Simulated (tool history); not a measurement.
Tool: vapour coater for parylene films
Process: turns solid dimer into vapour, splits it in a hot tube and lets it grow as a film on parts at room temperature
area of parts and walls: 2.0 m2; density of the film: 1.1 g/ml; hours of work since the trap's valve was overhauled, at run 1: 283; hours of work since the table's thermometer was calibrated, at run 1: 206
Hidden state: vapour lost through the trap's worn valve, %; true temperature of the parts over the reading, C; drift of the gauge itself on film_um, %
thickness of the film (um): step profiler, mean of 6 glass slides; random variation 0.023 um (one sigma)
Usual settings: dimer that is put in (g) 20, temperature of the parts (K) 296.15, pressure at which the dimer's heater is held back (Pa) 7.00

run,day,dimer that is put in (g),temperature of the parts (K),pressure at which the dimer's heater is held back (Pa),hours of work since the trap's valve was overhauled,hours of work since the table's thermometer was calibrated,thickness of the film (um)
1,0.000,20,296.15,7.00,283,206,5.51
2,0.717,20,301.15,7.00,298,220,4.96
3,1.329,20,296.15,2.08,310,232,6.03
4,2.004,20,296.15,2.08,323,246,6.04
5,2.629,20,292.15,7.00,336,258,5.96
6,3.104,20,292.15,7.00,345,268,5.99
7,3.496,20,296.15,11.94,353,275,5.27
8,4.054,10,293.15,2.60,364,286,3.19
9,4.862,9,302.15,10.04,380,303,2.16
10,5.446,12,308.15,3.61,392,314,2.77
# day 6.212: trap's valve overhauled
11,6.271,13,302.15,4.12,1,327,3.33
12,7.038,21,302.15,4.12,16,342,5.43
13,7.908,17,304.15,6.74,34,360,4.05

Forecast each of these 5 alternatives for the next run:
A,8.708,10,296.15,7.00,50,376,?
B,8.708,13,296.15,7.00,50,376,?
C,8.708,16,294.15,2.70,50,376,?
D,8.708,20,289.15,7.00,50,376,?
E,8.708,11,296.15,2.08,50,376,?

run,thickness of the film (um)
A,2.79
B,3.61
C,4.98
D,6.38
E,3.37
Without the tool's hidden state the same runs would have given:
run,thickness of the film (um)
A,2.76
B,3.57
C,4.93
D,6.31
E,3.33

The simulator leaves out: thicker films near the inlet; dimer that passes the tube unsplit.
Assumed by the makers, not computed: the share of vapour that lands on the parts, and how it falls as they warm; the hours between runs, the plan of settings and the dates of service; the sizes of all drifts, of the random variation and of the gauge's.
